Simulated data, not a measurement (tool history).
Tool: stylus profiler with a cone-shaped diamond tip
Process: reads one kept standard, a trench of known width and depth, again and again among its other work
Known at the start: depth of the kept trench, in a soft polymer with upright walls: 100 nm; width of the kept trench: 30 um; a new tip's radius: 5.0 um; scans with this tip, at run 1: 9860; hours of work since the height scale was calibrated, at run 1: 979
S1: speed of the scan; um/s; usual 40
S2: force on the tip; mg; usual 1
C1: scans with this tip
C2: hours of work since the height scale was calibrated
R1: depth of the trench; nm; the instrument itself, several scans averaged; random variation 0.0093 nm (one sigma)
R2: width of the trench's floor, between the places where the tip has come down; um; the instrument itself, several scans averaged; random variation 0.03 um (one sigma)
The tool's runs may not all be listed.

Run 1, hour 0: usual settings; C1 9860; C2 979. Result: R1 100.475 nm, R2 27.63 um.
Run 2, hour 33.9: usual settings but S2 0.38 mg; C1 10076; C2 1000. Result: R1 100.247 nm, R2 27.44 um.
Run 3, hour 55.3: usual settings but S2 0.38 mg; C1 10212; C2 1014. Result: R1 100.249 nm, R2 27.39 um.
Run 4, hour 91.7: usual settings but S2 0.38 mg; C1 10444; C2 1037. Result: R1 100.239 nm, R2 27.4 um.
Run 5, hour 126.1: usual settings but S1 110 um/s, S2 0.38 mg; C1 10663; C2 1059. Result: R1 100.243 nm, R2 26.37 um.
Run 6, hour 144.3: usual settings but S1 110 um/s, S2 0.38 mg; C1 10778; C2 1070. Result: R1 100.263 nm, R2 26.34 um.
Run 7, hour 178.3: usual settings but S1 110 um/s, S2 0.38 mg; C1 10995; C2 1092. Result: R1 100.262 nm, R2 26.33 um.
Run 8, hour 210.7: usual settings but S1 110 um/s, S2 0.38 mg; C1 11201; C2 1112. Result: R1 100.246 nm, R2 26.35 um.
Run 9, hour 234: usual settings but S1 110 um/s, S2 0.38 mg; C1 11350; C2 1127. Result: R1 100.243 nm, R2 26.35 um.
Run 10, hour 257.2: usual settings; C1 11497; C2 1142. Result: R1 100.502 nm, R2 27.58 um.
Run 11, hour 291.1: usual settings but S1 71 um/s, S2 0.6 mg; C1 11713; C2 1163. Result: R1 100.339 nm, R2 27.17 um.
Run 12, hour 327.7: usual settings but S1 23 um/s, S2 2.51 mg; C1 11946; C2 1186. Result: R1 100.876 nm, R2 27.87 um.
Run 13, hour 347.3: usual settings but S1 27 um/s, S2 1.23 mg; C1 12071; C2 1198. Result: R1 100.544 nm, R2 27.79 um.
Run 14, hour 383.4: usual settings but S1 12 um/s, S2 0.56 mg; C1 12301; C2 1221. Result: R1 100.321 nm, R2 27.87 um.
Run 15, hour 411.9: usual settings but S1 57 um/s, S2 0.73 mg; C1 12482; C2 1239. Result: R1 100.383 nm, R2 27.39 um.
Run 16, hour 440.7: usual settings but S1 42 um/s, S2 0.73 mg; C1 12665; C2 1257. Result: R1 100.39 nm, R2 27.57 um.
At hour 470.2: height scale calibrated on a step standard.
Run 17, hour 473.7: usual settings but S1 108 um/s, S2 0.4 mg; C1 12872; C2 2. Result: R1 100.27 nm, R2 26.47 um.
Run 18, hour 503.1: usual settings but S1 103 um/s, S2 0.83 mg; C1 13059; C2 21. Result: R1 100.436 nm, R2 26.95 um.
Run 19, hour 535.2: usual settings but S1 39 um/s, S2 0.88 mg; C1 13263; C2 41. Result: R1 100.426 nm, R2 27.64 um.

3 ways to go on from here, each from the tool as it stands after run 19. What would each give?
Run A, hour 574: usual settings but S1 20 um/s, S2 1.28 mg; C1 13511; C2 66. Result: R1 ?, R2 ?.
Run B, hour 574: usual settings but S1 33 um/s, S2 1.02 mg; C1 13511; C2 66. Result: R1 ?, R2 ?.
Run C, hour 574: usual settings but S1 48 um/s, S2 1.59 mg; C1 13511; C2 66. Result: R1 ?, R2 ?.

run       R1     R2
  A  100.555  27.84
  B  100.477  27.72
  C  100.668  27.64
Without the tool's hidden state the same runs would have given:
run       R1     R2
  A  100.555  27.85
  B  100.477  27.73
  C  100.668  27.65
